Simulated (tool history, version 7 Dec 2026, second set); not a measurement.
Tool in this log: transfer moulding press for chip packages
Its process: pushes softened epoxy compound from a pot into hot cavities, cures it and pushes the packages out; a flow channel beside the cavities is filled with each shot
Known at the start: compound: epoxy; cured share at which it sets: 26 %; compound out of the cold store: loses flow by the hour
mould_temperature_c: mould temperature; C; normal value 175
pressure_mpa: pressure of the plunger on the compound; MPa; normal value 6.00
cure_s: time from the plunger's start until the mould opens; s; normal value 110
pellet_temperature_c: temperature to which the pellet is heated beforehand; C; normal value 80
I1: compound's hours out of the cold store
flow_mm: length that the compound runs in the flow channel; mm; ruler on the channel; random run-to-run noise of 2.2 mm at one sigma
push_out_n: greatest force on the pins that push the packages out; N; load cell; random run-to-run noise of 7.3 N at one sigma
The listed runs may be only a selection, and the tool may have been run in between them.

Run 1, hour 0.0: usual settings; I1 17.4. Result: flow_mm 545 mm, push_out_n 465 N.
Run 2, hour 15.1: usual settings but pressure_mpa 5.45 MPa; I1 24.6. Result: flow_mm 497 mm, push_out_n 528 N.
At hour 51.6: cavities cleaned with cleaning compound and waxed.
Run 3, hour 52.0: usual settings but pressure_mpa 5.45 MPa; I1 30.6. Result: flow_mm 474 mm, push_out_n 341 N.
Run 4, hour 67.7: usual settings but pressure_mpa 5.45 MPa; I1 19.5. Result: flow_mm 508 mm, push_out_n 427 N.
Run 5, hour 83.0: usual settings; I1 15.0. Result: flow_mm 545 mm, push_out_n 528 N.
Run 6, hour 100.9: usual settings; I1 13.5. Result: flow_mm 548 mm, push_out_n 586 N.
At hour 126.1: cavities cleaned with cleaning compound and waxed.
Run 7, hour 126.1: usual settings but pellet_temperature_c 88 C; I1 25.1. Result: flow_mm 504 mm, push_out_n 318 N.
Run 8, hour 141.4: usual settings but pellet_temperature_c 88 C; I1 42.6. Result: flow_mm 453 mm, push_out_n 404 N.
At hour 150.5: mould's thermocouples calibrated.
Run 9, hour 168.3: usual settings but pellet_temperature_c 88 C; I1 18.5. Result: flow_mm 526 mm, push_out_n 541 N.
At hour 184.4: plunger's sealing rings changed.
Run 10, hour 191.9: usual settings but cure_s 132 s; I1 33.9. Result: flow_mm 506 mm, push_out_n 485 N.
At hour 204.7: cavities cleaned with cleaning compound and waxed.
Run 11, hour 216.7: usual settings but mould_temperature_c 180 C; I1 40.7. Result: flow_mm 472 mm, push_out_n 333 N.
Run 12, hour 247.7: usual settings but mould_temperature_c 180 C; I1 46.5. Result: flow_mm 455 mm, push_out_n 434 N.
Run 13, hour 262.6: usual settings but mould_temperature_c 180 C; I1 32.8. Result: flow_mm 495 mm, push_out_n 501 N.
At hour 279.5: cavities cleaned with cleaning compound and waxed.
Run 14, hour 279.5: usual settings but pressure_mpa 7.17 MPa; I1 36.9. Result: flow_mm 531 mm, push_out_n 315 N.
Run 15, hour 310.4: usual settings but pellet_temperature_c 75 C; I1 43.6. Result: flow_mm 466 mm, push_out_n 496 N.
Run 16, hour 329.3: usual settings but pressure_mpa 4.63 MPa, cure_s 116 s; I1 44.2. Result: flow_mm 403 mm, push_out_n 502 N.
At hour 344.9: mould's thermocouples calibrated, once more.
At hour 355.2: cavities cleaned with cleaning compound and waxed.
Run 17, hour 356.0: usual settings but pressure_mpa 4.63 MPa, cure_s 116 s; I1 33.7. Result: flow_mm 430 mm, push_out_n 291 N.
Run 18, hour 392.2: usual settings but mould_temperature_c 170 C, pressure_mpa 5.31 MPa, cure_s 132 s, pellet_temperature_c 85 C; I1 23.7. Result: flow_mm 495 mm, push_out_n 475 N.
Run 19, hour 420.6: usual settings but mould_temperature_c 180 C, cure_s 137 s, pellet_temperature_c 81 C; I1 16.6. Result: flow_mm 533 mm, push_out_n 446 N.
At hour 429.1: cavities cleaned with cleaning compound and waxed.
Run 20, hour 442.8: usual settings but pressure_mpa 5.02 MPa; I1 17.7. Result: flow_mm 493 mm, push_out_n 413 N.
Run 21, hour 471.5: usual settings but pressure_mpa 5.02 MPa; I1 30.8. Result: flow_mm 446 mm, push_out_n 542 N.
Run 22, hour 490.0: usual settings but pressure_mpa 4.69 MPa; I1 47.9. Result: flow_mm 387 mm, push_out_n 543 N.
At hour 505.1: cavities cleaned with cleaning compound and waxed.
Run 23, hour 512.3: usual settings but pressure_mpa 4.69 MPa; I1 8.9. Result: flow_mm 491 mm, push_out_n 385 N.
Run 24, hour 532.3: usual settings but pellet_temperature_c 87 C; I1 15.4. Result: flow_mm 532 mm, push_out_n 473 N.
Run 25, hour 551.2: usual settings but pellet_temperature_c 78 C; I1 16.8. Result: flow_mm 530 mm, push_out_n 559 N.
At hour 558.3: plunger's sealing rings changed.
Run 26, hour 569.9: usual settings but cure_s 130 s, pellet_temperature_c 78 C; I1 34.3. Result: flow_mm 504 mm, push_out_n 498 N.
At hour 582.2: cavities cleaned with cleaning compound and waxed.
Run 27, hour 591.1: usual settings but pressure_mpa 7.17 MPa, cure_s 119 s, pellet_temperature_c 78 C; I1 12.1. Result: flow_mm 634 mm, push_out_n 347 N.
Run 28, hour 615.1: usual settings but pressure_mpa 7.17 MPa, cure_s 119 s, pellet_temperature_c 78 C; I1 21.8. Result: flow_mm 591 mm, push_out_n 460 N.

Forecast each of these 4 alternatives for the next run:
Run A, hour 647.0: usual settings but mould_temperature_c 181 C, pressure_mpa 6.48 MPa, pellet_temperature_c 87 C; I1 34.8. Result: flow_mm ?, push_out_n ?.
Run B, hour 647.0: usual settings but mould_temperature_c 178 C, pressure_mpa 7.17 MPa, cure_s 119 s, pellet_temperature_c 89 C; I1 35.4. Result: flow_mm ?, push_out_n ?.
Run C, hour 647.0: usual settings but pressure_mpa 5.90 MPa, pellet_temperature_c 72 C; I1 29.9. Result: flow_mm ?, push_out_n ?.
Run D, hour 647.0: usual settings but mould_temperature_c 168 C; I1 43.8. Result: flow_mm ?, push_out_n ?.

run  flow_mm  push_out_n
  A      503         475
  B      532         478
  C      508         614
  D      480         825
With the hidden condition removed and each run's random variation left untouched, the same runs would have given:
run  flow_mm  push_out_n
  A      511         251
  B      539         253
  C      516         319
  D      487         426
